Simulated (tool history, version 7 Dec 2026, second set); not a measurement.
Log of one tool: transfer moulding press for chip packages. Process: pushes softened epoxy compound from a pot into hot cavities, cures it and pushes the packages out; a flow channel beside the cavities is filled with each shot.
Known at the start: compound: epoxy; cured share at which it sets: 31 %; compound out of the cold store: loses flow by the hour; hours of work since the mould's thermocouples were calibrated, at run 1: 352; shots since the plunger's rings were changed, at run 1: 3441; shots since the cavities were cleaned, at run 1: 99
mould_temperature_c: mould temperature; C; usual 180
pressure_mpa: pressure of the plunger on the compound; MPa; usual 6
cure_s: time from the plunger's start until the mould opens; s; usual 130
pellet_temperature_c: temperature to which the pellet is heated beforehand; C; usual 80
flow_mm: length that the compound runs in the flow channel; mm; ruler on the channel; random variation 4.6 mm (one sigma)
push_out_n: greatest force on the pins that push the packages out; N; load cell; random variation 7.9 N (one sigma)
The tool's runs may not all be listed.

| run | hour | mould_temperature_c | pressure_mpa | cure_s | pellet_temperature_c | hours of work since the mould's thermocouples were calibrated | shots since the plunger's rings were changed | shots since the cavities were cleaned | incoming compound's hours out of the cold store | flow_mm | push_out_n |
|---|---|---|---|---|---|---|---|---|---|---|---|
| 1 | 0 | 180 | 6 | 130 | 80 | 352 | 3441 | 99 | 11.8 | 591 | 437 |
| 2 | 11.3 | 180 | 6 | 130 | 80 | 359 | 3531 | 189 | 46.5 | 496 | 455 |
| 3 | 17.7 | 180 | 6 | 130 | 80 | 362 | 3583 | 241 | 43.1 | 511 | 492 |
| 4 | 29.3 | 180 | 6 | 150 | 80 | 369 | 3676 | 334 | 9.5 | 592 | 486 |
|  | 35.5 | mould's thermocouples calibrated |
| 5 | 37.2 | 180 | 6 | 150 | 80 | 1 | 3723 | 381 | 41.7 | 520 | 467 |
| 6 | 49.8 | 174 | 6 | 130 | 80 | 8 | 3824 | 482 | 42.7 | 525 | 749 |
| 7 | 57.3 | 174 | 6 | 130 | 80 | 13 | 3884 | 542 | 22.6 | 568 | 830 |
| 8 | 68.1 | 174 | 6 | 146 | 80 | 19 | 3971 | 629 | 37.8 | 525 | 650 |
|  | 72.7 | mould's thermocouples calibrated, once more |
| 9 | 76.9 | 174 | 6 | 146 | 80 | 2 | 4025 | 683 | 28.2 | 544 | 633 |
| 10 | 83.2 | 174 | 6 | 146 | 80 | 6 | 4076 | 734 | 35.1 | 537 | 599 |
|  | 85.5 | cavities cleaned with cleaning compound and waxed |
| 11 | 95.4 | 180 | 6 | 130 | 90 | 12 | 4161 | 79 | 19.9 | 547 | 399 |
| 12 | 101.3 | 180 | 6 | 130 | 90 | 16 | 4209 | 127 | 36.2 | 521 | 416 |
| 13 | 110.5 | 180 | 6 | 130 | 80 | 21 | 4282 | 200 | 10.1 | 580 | 461 |
| 14 | 121.6 | 180 | 6 | 130 | 80 | 28 | 4372 | 290 | 20.5 | 555 | 491 |
| 15 | 132.3 | 180 | 6 | 130 | 80 | 34 | 4458 | 376 | 15.8 | 571 | 524 |
| 16 | 138.8 | 183 | 6.71 | 157 | 72 | 38 | 4509 | 427 | 14.3 | 595 | 462 |
| 17 | 149.1 | 180 | 6 | 142 | 83 | 43 | 4592 | 510 | 10.1 | 570 | 500 |
| 18 | 157.1 | 176 | 7.28 | 130 | 80 | 48 | 4656 | 574 | 45.1 | 564 | 655 |
| 19 | 165.8 | 180 | 6 | 160 | 80 | 53 | 4726 | 644 | 25.1 | 544 | 493 |
| 20 | 175.9 | 180 | 6 | 160 | 80 | 59 | 4807 | 725 | 16 | 565 | 490 |
|  | 179.1 | cavities cleaned with cleaning compound and waxed |
| 21 | 184.8 | 176 | 5.71 | 130 | 80 | 63 | 4866 | 46 | 29.6 | 530 | 433 |
| 22 | 194.9 | 176 | 5.71 | 130 | 80 | 69 | 4946 | 126 | 27.9 | 524 | 482 |
| 23 | 200.6 | 176 | 7.23 | 112 | 80 | 72 | 4992 | 172 | 42.5 | 559 | 696 |
| 24 | 208.8 | 180 | 5.61 | 141 | 80 | 77 | 5058 | 238 | 28.1 | 518 | 446 |
| 25 | 221.7 | 184 | 6.52 | 153 | 74 | 85 | 5162 | 342 | 34.8 | 537 | 431 |
| 26 | 231.9 | 184 | 6.52 | 153 | 74 | 91 | 5244 | 424 | 17.2 | 570 | 459 |
| 27 | 237.3 | 180 | 6 | 130 | 71 | 94 | 5287 | 467 | 26 | 542 | 534 |
| 28 | 249.6 | 180 | 6 | 130 | 89 | 101 | 5386 | 566 | 43.3 | 497 | 521 |
| 29 | 257.7 | 180 | 6 | 130 | 89 | 106 | 5450 | 630 | 13.5 | 567 | 571 |

4 ways to go on from here, each from the tool as it stands after run 29. What would each give?
| A | 270.3 | 184 | 6 | 111 | 76 | 113 | 5552 | 732 | 21.5 | ? | ? |
| B | 270.3 | 180 | 5.87 | 163 | 80 | 113 | 5552 | 732 | 23.1 | ? | ? |
| C | 270.3 | 180 | 6 | 124 | 89 | 113 | 5552 | 732 | 26.1 | ? | ? |
| D | 270.3 | 182 | 6 | 145 | 86 | 113 | 5552 | 732 | 36.2 | ? | ? |

| run | flow_mm | push_out_n |
|---|---|---|
| A | 539 | 590 |
| B | 535 | 502 |
| C | 542 | 585 |
| D | 506 | 528 |
Without the tool's hidden state the same runs would have given:
| run | flow_mm | push_out_n |
|---|---|---|
| A | 563 | 358 |
| B | 559 | 304 |
| C | 566 | 354 |
| D | 529 | 323 |
